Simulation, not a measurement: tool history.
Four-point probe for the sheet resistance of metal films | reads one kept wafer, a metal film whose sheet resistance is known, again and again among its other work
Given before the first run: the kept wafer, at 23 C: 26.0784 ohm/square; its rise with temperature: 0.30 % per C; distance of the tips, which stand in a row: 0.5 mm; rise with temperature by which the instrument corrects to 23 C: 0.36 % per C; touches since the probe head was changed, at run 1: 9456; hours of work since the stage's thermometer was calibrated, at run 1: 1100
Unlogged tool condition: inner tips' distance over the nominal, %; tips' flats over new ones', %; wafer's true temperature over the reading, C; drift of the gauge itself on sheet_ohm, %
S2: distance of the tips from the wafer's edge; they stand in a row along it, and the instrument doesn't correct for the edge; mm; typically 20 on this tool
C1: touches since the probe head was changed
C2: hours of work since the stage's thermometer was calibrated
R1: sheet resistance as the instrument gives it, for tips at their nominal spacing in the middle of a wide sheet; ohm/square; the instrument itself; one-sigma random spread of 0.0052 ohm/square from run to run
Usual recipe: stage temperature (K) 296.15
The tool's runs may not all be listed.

Run 1, hour 0.0: usual settings; C1 9456; C2 1100. Result: R1 26.082719 ohm/square.
Run 2, hour 40.9: usual settings; C1 9922; C2 1122. Result: R1 26.081073 ohm/square.
Run 3, hour 84.1: usual settings; C1 10415; C2 1146. Result: R1 26.095290 ohm/square.
Run 4, hour 134.0: usual settings but stage temperature (K) 306.15; C1 10984; C2 1172. Result: R1 25.930145 ohm/square.
Run 5, hour 165.6: usual settings but stage temperature (K) 306.15; C1 11344; C2 1189. Result: R1 25.936281 ohm/square.
Run 6, hour 195.1: usual settings but stage temperature (K) 306.15; C1 11681; C2 1205. Result: R1 25.943864 ohm/square.
Run 7, hour 222.6: usual settings but stage temperature (K) 306.15; C1 11994; C2 1220. Result: R1 25.941906 ohm/square.
Run 8, hour 267.1: usual settings but stage temperature (K) 306.15; C1 12501; C2 1244. Result: R1 25.935006 ohm/square.
Run 9, hour 309.0: usual settings but stage temperature (K) 306.15; C1 12979; C2 1267. Result: R1 25.933067 ohm/square.
Run 10, hour 336.3: usual settings but stage temperature (K) 306.15; C1 13290; C2 1281. Result: R1 25.933510 ohm/square.
Run 11, hour 371.8: usual settings but stage temperature (K) 308.15, S2 9 mm; C1 13695; C2 1300. Result: R1 25.943772 ohm/square.
Run 12, hour 402.9: usual settings but stage temperature (K) 308.15, S2 9 mm; C1 14049; C2 1317. Result: R1 25.939658 ohm/square.
Run 13, hour 433.5: usual settings but stage temperature (K) 308.15, S2 9 mm; C1 14398; C2 1334. Result: R1 25.934495 ohm/square.

4 ways to go on from here, each from the tool as it stands after run 13. What would each give?
Run A, hour 481.2: usual settings but S2 27 mm; C1 14942; C2 1359. Result: R1 ?.
Run B, hour 481.2: usual settings but stage temperature (K) 307.15, S2 16 mm; C1 14942; C2 1359. Result: R1 ?.
Run C, hour 481.2: usual settings but stage temperature (K) 293.15; C1 14942; C2 1359. Result: R1 ?.
Run D, hour 481.2: usual settings but stage temperature (K) 294.15, S2 31 mm; C1 14942; C2 1359. Result: R1 ?.

run         R1
  A  26.079911
  B  25.928634
  C  26.133194
  D  26.109784
What these runs would have given with no unlogged condition in the tool:
run         R1
  A  26.079899
  B  25.928651
  C  26.133173
  D  26.109767
